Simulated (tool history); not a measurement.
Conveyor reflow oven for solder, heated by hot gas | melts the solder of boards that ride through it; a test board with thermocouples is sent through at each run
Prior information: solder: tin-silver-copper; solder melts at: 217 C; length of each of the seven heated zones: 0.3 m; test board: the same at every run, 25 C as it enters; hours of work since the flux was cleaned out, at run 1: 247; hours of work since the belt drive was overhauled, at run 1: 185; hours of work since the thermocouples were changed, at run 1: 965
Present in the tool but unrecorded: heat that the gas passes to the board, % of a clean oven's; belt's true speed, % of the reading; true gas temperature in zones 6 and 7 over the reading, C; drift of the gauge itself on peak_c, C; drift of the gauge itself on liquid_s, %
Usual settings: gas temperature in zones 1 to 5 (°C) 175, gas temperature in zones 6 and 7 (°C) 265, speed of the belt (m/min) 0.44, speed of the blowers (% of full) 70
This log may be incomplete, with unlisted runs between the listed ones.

run,hour,gas temperature in zones 1 to 5 (°C),gas temperature in zones 6 and 7 (°C),speed of the belt (m/min),speed of the blowers (% of full),hours of work since the flux was cleaned out,hours of work since the belt drive was overhauled,hours of work since the thermocouples were changed,highest temperature of the board (°C),time above the solder's melting point (s)
1,0,175,265,0.44,70,247,185,965,245.2,54.5
# hour 11.5: flux residue cleaned out of gas plates and filters
2,64.8,175,265,0.44,70,27,215,996,245.2,54.2
3,108,175,265,0.44,70,49,237,1017,245.1,53.9
4,175,175,265,0.44,70,82,270,1051,244.7,54
5,255.2,175,265,0.44,70,123,311,1092,245.1,54.5
6,340.3,175,265,0.44,70,166,354,1134,245.4,54.2
7,391.2,175,265,0.44,70,191,379,1160,245.3,53.5
8,460.5,175,265,0.44,64,226,414,1195,243.9,52.6
# hour 509.4: flux residue cleaned out of gas plates and filters
9,526.2,185,265,0.44,70,8,445,1226,247,60.5
10,571,185,265,0.44,70,31,468,1248,247,59.8
# hour 605.6: thermocouples of zones 6 and 7 changed
11,634.6,185,265,0.44,70,62,499,15,246.7,60.6
12,705.8,185,265,0.44,70,98,535,51,247,61.2
13,767.7,185,265,0.44,70,129,566,82,247,60
14,815.8,185,265,0.44,70,154,590,106,247.7,60.8
15,894.1,178,265,0.462,70,193,630,145,243.9,51.5
16,941.7,178,265,0.462,70,217,654,169,244,51.2
# hour 1008.6: flux residue cleaned out of gas plates and filters
17,1029.2,175,265,0.355,60,10,695,211,250.2,75
18,1082.1,161,266,0.362,68,37,722,238,249.6,66.7
19,1131.5,183,266,0.386,68,62,747,263,251.5,73.2
20,1171.4,161,269,0.44,70,82,767,283,245.4,49.5
21,1240.1,173,262,0.527,71,117,802,317,235.6,33.4
22,1299.2,175,271,0.387,70,147,831,347,254.6,71.5
23,1346.4,175,271,0.387,70,170,855,371,254.6,72.3

Consider 5 possible next runs. They are alternatives, not a sequence: every one starts from the tool as it was left by run 23. What does each give?
A,1419.7,175,265,0.387,69,207,892,408,?,?
B,1419.7,175,271,0.491,70,207,892,408,?,?
C,1419.7,175,274,0.44,70,207,892,408,?,?
D,1419.7,189,261,0.507,70,207,892,408,?,?
E,1419.7,160,271,0.387,57,207,892,408,?,?

run,highest temperature of the board (°C),time above the solder's melting point (s)
A,249.5,66.9
B,245.7,47.5
C,252.9,60.3
D,240.6,46.4
E,248.7,59.8
Had the tool no hidden state, the same runs would have come out as:
run,highest temperature of the board (°C),time above the solder's melting point (s)
A,249.6,67
B,245.8,47.6
C,253,60.4
D,240.7,46.5
E,248.8,59.9
